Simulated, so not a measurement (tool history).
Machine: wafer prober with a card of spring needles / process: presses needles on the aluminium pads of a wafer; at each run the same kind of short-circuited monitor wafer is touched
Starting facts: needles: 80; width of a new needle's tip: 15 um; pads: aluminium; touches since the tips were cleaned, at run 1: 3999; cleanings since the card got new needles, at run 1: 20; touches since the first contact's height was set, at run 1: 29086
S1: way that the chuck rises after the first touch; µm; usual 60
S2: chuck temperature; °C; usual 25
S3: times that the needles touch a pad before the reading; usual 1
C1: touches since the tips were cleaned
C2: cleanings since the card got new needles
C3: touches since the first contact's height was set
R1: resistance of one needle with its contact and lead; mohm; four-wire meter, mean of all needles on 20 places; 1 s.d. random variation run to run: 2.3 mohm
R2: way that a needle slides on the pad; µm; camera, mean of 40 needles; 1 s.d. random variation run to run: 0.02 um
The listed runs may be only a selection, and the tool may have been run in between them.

run,hour,S1,S2,S3,C1,C2,C3,R1,R2
1,0,60,25,1,3999,20,29086,328,10.25
# hour 10.9: tips cleaned on abrasive film
2,10.9,60,25,1,0,21,33688,273,10.25
3,18.2,60,25,1,3159,21,36847,323,10.25
# hour 31.4: tips cleaned on abrasive film
4,33.9,60,25,1,1083,22,43504,292,10.24
5,44.5,60,25,1,5604,22,48025,340,10.23
# hour 51.7: tips cleaned on abrasive film
6,57,60,25,1,2271,23,53350,313,10.24
7,66.8,60,25,1,6457,23,57536,343,10.23
# hour 71.5: tips cleaned on abrasive film
8,74,60,25,1,1069,24,60565,288,10.22
9,81,60,25,1,4089,24,63585,332,10.24
# hour 91.4: tips cleaned on abrasive film
10,95.2,60,25,1,1644,25,69608,302,10.2
11,101.6,72,99,1,4359,25,72323,326,12.27
# hour 111.5: tips cleaned on abrasive film
12,117.2,72,99,1,2459,26,78985,310,12.25
13,125.3,72,99,1,5918,26,82444,334,12.21
# hour 131.9: tips cleaned on abrasive film
14,135.9,72,99,1,1709,27,86923,309,12.26
15,147.1,52,121,2,6497,27,91711,348,8.84
# hour 152.4: tips cleaned on abrasive film
16,155.4,56,35,2,1298,28,95240,290,9.51
17,166.3,56,35,2,5965,28,99907,321,9.49
# hour 173: tips cleaned on abrasive film
18,178.6,65,38,1,2385,29,105093,305,11
19,191,79,35,1,7716,29,110424,318,13.48

Pick out some run-to-run changes in R1. Of each, how much would a tool without hidden state show as well, from the settings, what came in and chance, and how much is left for the hidden state and any gauge scatter not in both results compared?
The hidden state here: debris on the tips, nm; way that the needles fall short of the set height, um; tips' diameter, um; drift of the gauge itself on contact_mohm, %; drift of the gauge itself on scrub_um, %.
Run 7 -> 8: tips cleaned on abrasive film. R1 -55 mohm: hidden state -57, all else +2.
Run 15 -> 16: S1 52 -> 56, S2 121 -> 35, tips cleaned on abrasive film. R1 -58 mohm: hidden state -33, all else -25.
